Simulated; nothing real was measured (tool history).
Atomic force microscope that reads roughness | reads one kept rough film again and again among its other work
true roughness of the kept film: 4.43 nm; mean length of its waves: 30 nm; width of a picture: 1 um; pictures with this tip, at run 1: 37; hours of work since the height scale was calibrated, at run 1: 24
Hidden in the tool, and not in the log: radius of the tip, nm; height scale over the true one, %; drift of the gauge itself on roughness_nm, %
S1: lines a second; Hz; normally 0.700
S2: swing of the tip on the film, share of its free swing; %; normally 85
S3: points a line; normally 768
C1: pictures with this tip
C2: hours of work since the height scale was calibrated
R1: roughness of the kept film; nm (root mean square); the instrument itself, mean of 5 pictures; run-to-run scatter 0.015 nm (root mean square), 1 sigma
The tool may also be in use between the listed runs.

{"run": 1, "day": 0.0, "S1": 0.7, "S2": 85, "S3": 768, "C1": 37, "C2": 24, "R1": 3.626}
{"run": 2, "day": 0.538, "S1": 0.7, "S2": 85, "S3": 489, "C1": 60, "C2": 30, "R1": 3.56}
{"run": 3, "day": 0.925, "S1": 0.7, "S2": 85, "S3": 489, "C1": 76, "C2": 35, "R1": 3.502}
{"run": 4, "day": 1.304, "S1": 0.7, "S2": 85, "S3": 489, "C1": 92, "C2": 40, "R1": 3.5}
{"run": 5, "day": 1.612, "S1": 0.7, "S2": 85, "S3": 768, "C1": 105, "C2": 44, "R1": 3.469}
{"run": 6, "day": 2.083, "S1": 0.7, "S2": 85, "S3": 768, "C1": 124, "C2": 50, "R1": 3.464}
{"run": 7, "day": 2.521, "S1": 0.7, "S2": 85, "S3": 768, "C1": 142, "C2": 55, "R1": 3.399}
{"run": 8, "day": 3.071, "S1": 0.7, "S2": 85, "S3": 768, "C1": 165, "C2": 62, "R1": 3.34}
{"run": 9, "day": 3.367, "S1": 0.7, "S2": 85, "S3": 768, "C1": 178, "C2": 66, "R1": 3.332}
{"run": 10, "day": 4.021, "S1": 0.7, "S2": 85, "S3": 768, "C1": 205, "C2": 74, "R1": 3.275}
{"run": 11, "day": 4.412, "S1": 0.524, "S2": 85, "S3": 768, "C1": 221, "C2": 79, "R1": 3.298}
{"run": 12, "day": 5.042, "S1": 0.524, "S2": 85, "S3": 768, "C1": 248, "C2": 86, "R1": 3.25}
{"run": 13, "day": 5.321, "S1": 0.524, "S2": 85, "S3": 768, "C1": 259, "C2": 90, "R1": 3.233}
{"run": 14, "day": 5.879, "S1": 0.7, "S2": 85, "S3": 742, "C1": 282, "C2": 97, "R1": 3.128}
{"day": 5.954, "done": "new tip fitted"}
{"run": 15, "day": 6.217, "S1": 0.7, "S2": 88, "S3": 768, "C1": 11, "C2": 101, "R1": 3.681}
{"run": 16, "day": 6.717, "S1": 0.7, "S2": 88, "S3": 768, "C1": 31, "C2": 107, "R1": 3.636}
{"day": 6.808, "done": "height scale calibrated on a step standard"}
{"run": 17, "day": 7.138, "S1": 0.7, "S2": 85, "S3": 742, "C1": 47, "C2": 4, "R1": 3.601}
{"run": 18, "day": 7.475, "S1": 0.7, "S2": 56, "S3": 768, "C1": 61, "C2": 8, "R1": 3.809}
{"run": 19, "day": 8.15, "S1": 0.7, "S2": 85, "S3": 597, "C1": 89, "C2": 17, "R1": 3.537}
{"day": 8.329, "done": "height scale calibrated on a step standard, once more"}
{"run": 20, "day": 8.596, "S1": 0.7, "S2": 85, "S3": 597, "C1": 106, "C2": 3, "R1": 3.503}
{"run": 21, "day": 8.896, "S1": 0.7, "S2": 85, "S3": 597, "C1": 119, "C2": 7, "R1": 3.456}
{"run": 22, "day": 9.412, "S1": 0.7, "S2": 85, "S3": 597, "C1": 140, "C2": 13, "R1": 3.428}
{"run": 23, "day": 10.088, "S1": 0.7, "S2": 85, "S3": 768, "C1": 168, "C2": 22, "R1": 3.374}
{"run": 24, "day": 10.367, "S1": 0.7, "S2": 85, "S3": 768, "C1": 180, "C2": 25, "R1": 3.363}
{"run": 25, "day": 10.988, "S1": 0.732, "S2": 85, "S3": 768, "C1": 206, "C2": 33, "R1": 3.285}
{"run": 26, "day": 11.375, "S1": 0.732, "S2": 85, "S3": 768, "C1": 222, "C2": 38, "R1": 3.281}
{"run": 27, "day": 11.821, "S1": 3.26, "S2": 76, "S3": 500, "C1": 241, "C2": 43, "R1": 2.832}
{"run": 28, "day": 12.296, "S1": 3.26, "S2": 76, "S3": 500, "C1": 261, "C2": 49, "R1": 2.798}
{"run": 29, "day": 12.779, "S1": 1.774, "S2": 85, "S3": 768, "C1": 281, "C2": 55, "R1": 2.855}
{"day": 12.908, "done": "new tip fitted"}
{"run": 30, "day": 13.438, "S1": 1.127, "S2": 61, "S3": 560, "C1": 22, "C2": 63, "R1": 3.807}
{"run": 31, "day": 13.846, "S1": 0.7, "S2": 66, "S3": 730, "C1": 39, "C2": 68, "R1": 3.809}
{"run": 32, "day": 14.233, "S1": 0.7, "S2": 66, "S3": 730, "C1": 55, "C2": 73, "R1": 3.754}
{"run": 33, "day": 14.621, "S1": 0.7, "S2": 70, "S3": 507, "C1": 72, "C2": 78, "R1": 3.686}
{"run": 34, "day": 14.992, "S1": 0.683, "S2": 56, "S3": 768, "C1": 87, "C2": 83, "R1": 3.739}
{"run": 35, "day": 15.271, "S1": 0.683, "S2": 58, "S3": 768, "C1": 99, "C2": 86, "R1": 3.744}
{"run": 36, "day": 15.583, "S1": 0.683, "S2": 58, "S3": 768, "C1": 112, "C2": 90, "R1": 3.694}
{"run": 37, "day": 16.208, "S1": 1.559, "S2": 85, "S3": 542, "C1": 138, "C2": 98, "R1": 3.158}
{"run": 38, "day": 16.629, "S1": 1.097, "S2": 70, "S3": 768, "C1": 155, "C2": 103, "R1": 3.451}
{"run": 39, "day": 17.0, "S1": 1.097, "S2": 70, "S3": 941, "C1": 171, "C2": 108, "R1": 3.447}
{"run": 40, "day": 17.583, "S1": 1.097, "S2": 70, "S3": 941, "C1": 195, "C2": 115, "R1": 3.395}
{"run": 41, "day": 17.988, "S1": 0.946, "S2": 75, "S3": 416, "C1": 212, "C2": 120, "R1": 3.321}
{"run": 42, "day": 18.342, "S1": 0.946, "S2": 76, "S3": 278, "C1": 227, "C2": 124, "R1": 3.26}
{"run": 43, "day": 18.821, "S1": 3.485, "S2": 69, "S3": 400, "C1": 247, "C2": 130, "R1": 2.966}
{"run": 44, "day": 19.3, "S1": 3.485, "S2": 71, "S3": 555, "C1": 267, "C2": 136, "R1": 2.878}
{"run": 45, "day": 19.575, "S1": 3.485, "S2": 89, "S3": 777, "C1": 278, "C2": 140, "R1": 2.319}
{"day": 19.746, "done": "new tip fitted"}
{"run": 46, "day": 20.125, "S1": 2.528, "S2": 85, "S3": 368, "C1": 16, "C2": 146, "R1": 3.085}
{"run": 47, "day": 20.692, "S1": 0.753, "S2": 83, "S3": 511, "C1": 40, "C2": 153, "R1": 3.647}
{"run": 48, "day": 21.267, "S1": 0.753, "S2": 83, "S3": 511, "C1": 64, "C2": 161, "R1": 3.593}
{"run": 49, "day": 21.721, "S1": 0.753, "S2": 61, "S3": 511, "C1": 83, "C2": 166, "R1": 3.742}
{"run": 50, "day": 22.108, "S1": 0.753, "S2": 61, "S3": 511, "C1": 99, "C2": 171, "R1": 3.674}

Below are 4 alternative next runs, each starting from the tool's condition after run 50. Predict each:
{"run": "A", "day": 22.588, "S1": 0.59, "S2": 82, "S3": 374, "C1": 119, "C2": 177, "R1": "?"}
{"run": "B", "day": 22.588, "S1": 0.682, "S2": 78, "S3": 774, "C1": 119, "C2": 177, "R1": "?"}
{"run": "C", "day": 22.588, "S1": 2.505, "S2": 85, "S3": 954, "C1": 119, "C2": 177, "R1": "?"}
{"run": "D", "day": 22.588, "S1": 0.707, "S2": 85, "S3": 768, "C1": 119, "C2": 177, "R1": "?"}

run=A R1=3.535
run=B R1=3.569
run=C R1=2.951
run=D R1=3.482
With no hidden state in the tool, these same runs would have given:
run=A R1=3.798
run=B R1=3.834
run=C R1=3.170
run=D R1=3.741
